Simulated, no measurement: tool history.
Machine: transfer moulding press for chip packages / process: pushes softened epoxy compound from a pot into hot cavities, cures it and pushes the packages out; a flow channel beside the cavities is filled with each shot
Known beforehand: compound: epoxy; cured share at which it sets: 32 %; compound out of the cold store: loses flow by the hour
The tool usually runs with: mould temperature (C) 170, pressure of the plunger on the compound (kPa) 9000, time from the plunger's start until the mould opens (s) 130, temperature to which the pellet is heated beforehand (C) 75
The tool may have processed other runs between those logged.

| run | hour | mould temperature (C) | pressure of the plunger on the compound (kPa) | time from the plunger's start until the mould opens (s) | temperature to which the pellet is heated beforehand (C) | incoming compound's hours out of the cold store | length that the compound runs in the flow channel (mm) | greatest force on the pins that push the packages out (N) |
|---|---|---|---|---|---|---|---|---|
| 1 | 0.0 | 170 | 9000 | 130 | 75 | 18.7 | 706 | 872 |
|  | 33.8 | cavities cleaned with cleaning compound and waxed |
| 2 | 76.3 | 173 | 9000 | 130 | 75 | 43.5 | 625 | 640 |
| 3 | 138.5 | 170 | 9000 | 159 | 75 | 47.4 | 621 | 796 |
|  | 160.1 | cavities cleaned with cleaning compound and waxed |
| 4 | 229.8 | 170 | 9000 | 130 | 84 | 26.6 | 667 | 753 |
|  | 283.7 | cavities cleaned with cleaning compound and waxed |
|  | 305.7 | plunger's sealing rings changed |
| 5 | 305.7 | 170 | 9000 | 130 | 84 | 39.3 | 679 | 553 |
| 6 | 382.4 | 170 | 9000 | 130 | 84 | 37.0 | 675 | 830 |
|  | 407.0 | cavities cleaned with cleaning compound and waxed |
|  | 433.9 | mould's thermocouples calibrated |
| 7 | 467.5 | 170 | 9000 | 130 | 84 | 28.4 | 697 | 769 |
|  | 529.3 | cavities cleaned with cleaning compound and waxed |
| 8 | 535.4 | 170 | 9000 | 130 | 67 | 9.9 | 742 | 513 |
| 9 | 596.8 | 170 | 9000 | 130 | 67 | 34.3 | 666 | 788 |
|  | 655.1 | cavities cleaned with cleaning compound and waxed |
| 10 | 681.3 | 170 | 7800 | 130 | 75 | 11.4 | 673 | 606 |
| 11 | 738.8 | 166 | 9000 | 130 | 75 | 44.5 | 639 | 908 |
|  | 782.4 | cavities cleaned with cleaning compound and waxed |
| 12 | 821.3 | 166 | 9000 | 130 | 75 | 13.2 | 724 | 798 |
| 13 | 877.7 | 166 | 6960 | 130 | 75 | 24.2 | 605 | 986 |
|  | 903.1 | cavities cleaned with cleaning compound and waxed |
| 14 | 942.7 | 162 | 8730 | 130 | 75 | 14.5 | 704 | 1095 |
|  | 979.4 | plunger's sealing rings changed |
|  | 995.5 | mould's thermocouples calibrated |
| 15 | 1008.6 | 165 | 9000 | 129 | 83 | 28.1 | 724 | 1063 |
|  | 1033.7 | cavities cleaned with cleaning compound and waxed |
| 16 | 1078.2 | 173 | 10390 | 110 | 76 | 22.9 | 760 | 722 |
| 17 | 1136.3 | 175 | 6910 | 130 | 76 | 18.1 | 621 | 767 |
|  | 1159.0 | cavities cleaned with cleaning compound and waxed |
| 18 | 1208.7 | 168 | 6910 | 139 | 76 | 28.8 | 603 | 692 |
| 19 | 1257.0 | 171 | 7470 | 128 | 74 | 26.4 | 624 | 808 |
|  | 1285.4 | cavities cleaned with cleaning compound and waxed |
| 20 | 1319.9 | 176 | 6950 | 128 | 82 | 21.1 | 604 | 567 |
|  | 1405.8 | cavities cleaned with cleaning compound and waxed |
| 21 | 1405.8 | 176 | 6950 | 128 | 82 | 36.8 | 558 | 415 |
| 22 | 1490.7 | 176 | 6950 | 128 | 82 | 23.5 | 585 | 738 |
|  | 1528.4 | cavities cleaned with cleaning compound and waxed |
|  | 1558.7 | mould's thermocouples calibrated |
| 23 | 1577.5 | 170 | 9000 | 145 | 75 | 32.2 | 648 | 669 |
| 24 | 1630.6 | 170 | 10750 | 122 | 75 | 11.5 | 768 | 913 |
|  | 1654.0 | plunger's sealing rings changed |
|  | 1655.5 | cavities cleaned with cleaning compound and waxed |
| 25 | 1696.0 | 170 | 10750 | 122 | 75 | 38.1 | 746 | 694 |
|  | 1779.4 | cavities cleaned with cleaning compound and waxed |
| 26 | 1782.8 | 170 | 8170 | 130 | 69 | 21.8 | 681 | 487 |

3 ways to go on from here, each from the tool as it stands after run 26. What would each give?
| A | 1829.7 | 162 | 9650 | 136 | 75 | 34.2 | ? | ? |
| B | 1829.7 | 174 | 6910 | 130 | 78 | 45.7 | ? | ? |
| C | 1829.7 | 170 | 8030 | 130 | 69 | 45.5 | ? | ? |

| run | length that the compound runs in the flow channel (mm) | greatest force on the pins that push the packages out (N) |
|---|---|---|
| A | 727 | 1020 |
| B | 559 | 649 |
| C | 615 | 709 |
Without the tool's hidden state the same runs would have given:
| run | length that the compound runs in the flow channel (mm) | greatest force on the pins that push the packages out (N) |
|---|---|---|
| A | 745 | 667 |
| B | 573 | 412 |
| C | 630 | 453 |
